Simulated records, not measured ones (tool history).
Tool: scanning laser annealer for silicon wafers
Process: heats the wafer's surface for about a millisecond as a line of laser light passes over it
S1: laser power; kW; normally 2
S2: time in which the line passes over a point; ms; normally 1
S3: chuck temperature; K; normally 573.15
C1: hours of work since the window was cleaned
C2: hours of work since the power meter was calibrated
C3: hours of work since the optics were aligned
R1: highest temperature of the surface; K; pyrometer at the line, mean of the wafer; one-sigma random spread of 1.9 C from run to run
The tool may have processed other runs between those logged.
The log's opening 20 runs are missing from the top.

run,day,S1,S2,S3,C1,C2,C3,R1
21,46.425,2,1,573.15,207,1260,465,1341.15
22,49.021,2.002,1,573.15,252,1304,509,1337.15
23,51.788,2.002,1,573.15,299,1351,556,1333.15
24,53.567,2.132,0.75,547.15,329,1381,587,1230.15
25,54.983,2.132,0.75,547.15,353,1405,611,1225.15
26,57.375,2.132,1.2,588.15,393,1445,651,1479.15
# day 58.471: window over the wafer cleaned
27,60.783,2.055,0.72,581.15,39,1502,708,1235.15
28,63.558,2,0.85,568.15,86,1549,755,1270.15
29,65.725,2.054,0.78,569.15,123,1586,792,1250.15
30,67.908,2.054,0.78,569.15,160,1623,829,1245.15
31,70.538,1.87,0.72,569.15,205,1668,873,1156.15
32,72.417,1.87,0.72,569.15,237,1700,905,1158.15
33,75.262,1.714,1,562.15,285,1748,953,1209.15
34,77.104,1.808,1,555.15,316,1779,985,1234.15
35,79.238,1.808,1,555.15,353,1815,1021,1234.15
# day 79.712: optics aligned, line set to its width
36,82.404,2,1,602.15,403,1866,46,1366.15
# day 83.092: window over the wafer cleaned
37,84.225,2,1,602.15,19,1895,75,1387.15
38,86.592,1.744,0.77,606.15,59,1935,115,1198.15
39,88.683,1.744,0.77,606.15,95,1971,151,1192.15
40,91.721,2,0.74,573.15,147,2022,202,1225.15

Forecast each of these 4 alternatives for the next run:
A,94.083,1.87,1.17,573.15,187,2062,243,?
B,94.083,1.931,0.8,598.15,187,2062,243,?
C,94.083,1.741,0.85,597.15,187,2062,243,?
D,94.083,2,1,609.15,187,2062,243,?

run,R1
A,1368.15
B,1257.15
C,1214.15
D,1383.15
Take away the tool's hidden state, keep each run's random variation, and the runs would have read:
run,R1
A,1376.15
B,1264.15
C,1221.15
D,1391.15
